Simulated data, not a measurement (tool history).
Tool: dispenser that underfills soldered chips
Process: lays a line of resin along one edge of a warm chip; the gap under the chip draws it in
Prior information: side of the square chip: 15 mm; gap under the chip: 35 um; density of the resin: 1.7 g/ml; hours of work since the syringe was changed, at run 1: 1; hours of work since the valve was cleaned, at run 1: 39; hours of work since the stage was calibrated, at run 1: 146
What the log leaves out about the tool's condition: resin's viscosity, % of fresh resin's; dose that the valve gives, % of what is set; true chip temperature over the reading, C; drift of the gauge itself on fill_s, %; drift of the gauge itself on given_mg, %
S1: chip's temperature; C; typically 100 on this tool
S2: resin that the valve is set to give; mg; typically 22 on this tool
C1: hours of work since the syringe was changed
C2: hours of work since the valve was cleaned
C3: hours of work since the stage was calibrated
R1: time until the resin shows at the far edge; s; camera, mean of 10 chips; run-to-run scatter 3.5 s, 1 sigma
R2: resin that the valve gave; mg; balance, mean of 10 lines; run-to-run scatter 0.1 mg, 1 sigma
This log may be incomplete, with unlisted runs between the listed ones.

Run 1, hour 0: usual settings; C1 1; C2 39; C3 146. Result: R1 376.2 s, R2 21.26 mg.
Run 2, hour 4: usual settings; C1 3; C2 42; C3 148. Result: R1 425.2 s, R2 21.31 mg.
Run 3, hour 9: usual settings; C1 6; C2 45; C3 151. Result: R1 522.9 s, R2 21.26 mg.
Run 4, hour 12.6: usual settings; C1 9; C2 47; C3 153. Result: R1 601.6 s, R2 21.27 mg.
At hour 17: new syringe of resin.
Run 5, hour 18.5: usual settings but S1 92 C; C1 1; C2 50; C3 157. Result: R1 511.5 s, R2 21.1 mg.
Run 6, hour 23.7: usual settings; C1 4; C2 54; C3 160. Result: R1 461.4 s, R2 20.92 mg.
Run 7, hour 27.1: usual settings but S2 21.2 mg; C1 6; C2 56; C3 162. Result: R1 520.6 s, R2 20.37 mg.
Run 8, hour 29.5: usual settings but S1 95 C; C1 8; C2 57; C3 164. Result: R1 688.5 s, R2 21 mg.
At hour 34: dispensing valve cleaned and set on the balance.
Run 9, hour 34: usual settings but S2 24.5 mg; C1 10; C2 0; C3 166. Result: R1 643.5 s, R2 24.76 mg.
At hour 36.7: new syringe of resin.
Run 10, hour 38.6: usual settings but S2 19.8 mg; C1 1; C2 3; C3 168. Result: R1 371.9 s, R2 19.7 mg.
Run 11, hour 42.1: usual settings; C1 3; C2 5; C3 171. Result: R1 422.9 s, R2 21.89 mg.
Run 12, hour 45.1: usual settings but S2 24.9 mg; C1 5; C2 7; C3 172. Result: R1 468.9 s, R2 24.75 mg.
Run 13, hour 49.4: usual settings but S2 24.9 mg; C1 8; C2 9; C3 175. Result: R1 544.5 s, R2 24.62 mg.
Run 14, hour 51.9: usual settings but S2 24.9 mg; C1 9; C2 11; C3 177. Result: R1 592 s, R2 24.74 mg.
At hour 55: new syringe of resin.
Run 15, hour 57.6: usual settings but S2 21.3 mg; C1 2; C2 14; C3 180. Result: R1 404.4 s, R2 21.17 mg.
Run 16, hour 60.4: usual settings but S2 21.3 mg; C1 3; C2 16; C3 182. Result: R1 451.1 s, R2 21.02 mg.
Run 17, hour 65.2: usual settings but S1 87 C; C1 6; C2 19; C3 185. Result: R1 886.3 s, R2 21.56 mg.
Run 18, hour 69.9: usual settings but S1 112 C; C1 9; C2 22; C3 188. Result: R1 394.1 s, R2 21.76 mg.
At hour 73.2: new syringe of resin.
Run 19, hour 73.9: usual settings but S1 95 C, S2 26.1 mg; C1 0; C2 24; C3 190. Result: R1 445.1 s, R2 25.43 mg.
Run 20, hour 78.6: usual settings but S1 92 C, S2 23 mg; C1 3; C2 27; C3 193. Result: R1 588.4 s, R2 22.52 mg.
Run 21, hour 84.3: usual settings but S1 103 C, S2 21.4 mg; C1 7; C2 30; C3 196. Result: R1 475.8 s, R2 20.66 mg.
Run 22, hour 88.8: usual settings but S1 103 C, S2 21.4 mg; C1 10; C2 33; C3 199. Result: R1 566.1 s, R2 20.76 mg.
At hour 91.6: new syringe of resin.
Run 23, hour 94.5: usual settings but S1 90 C, S2 21.6 mg; C1 2; C2 37; C3 202. Result: R1 584.6 s, R2 20.94 mg.
Run 24, hour 97.1: usual settings but S1 90 C, S2 28.2 mg; C1 3; C2 38; C3 204. Result: R1 647.5 s, R2 27.43 mg.
Run 25, hour 101.7: usual settings but S1 106 C, S2 28 mg; C1 6; C2 41; C3 207. Result: R1 404 s, R2 27.14 mg.
Run 26, hour 104.5: usual settings but S1 106 C, S2 28 mg; C1 8; C2 43; C3 208. Result: R1 449.2 s, R2 27.17 mg.
Run 27, hour 107.5: usual settings but S1 112 C, S2 27.2 mg; C1 10; C2 45; C3 210. Result: R1 406.9 s, R2 26.32 mg.
At hour 110.2: new syringe of resin.
Run 28, hour 111.1: usual settings but S2 26.5 mg; C1 1; C2 47; C3 212. Result: R1 370.8 s, R2 25.52 mg.
Run 29, hour 114.3: usual settings but S1 88 C, S2 23.3 mg; C1 2; C2 48; C3 214. Result: R1 658.5 s, R2 22.48 mg.
Run 30, hour 118.6: usual settings but S1 96 C, S2 21.2 mg; C1 5; C2 51; C3 217. Result: R1 566.4 s, R2 20.36 mg.

What does the tool deliver on the next run?
Run 31, hour 123.4: usual settings but S1 97 C, S2 27.1 mg; C1 8; C2 54; C3 220. Result: R1 ?, R2 ?.

R1: 645.1 s
R2: 25.89 mg
On a tool with no hidden condition, and with the same random variation, this run would have come out at R1 383.7 s, R2 27 mg.
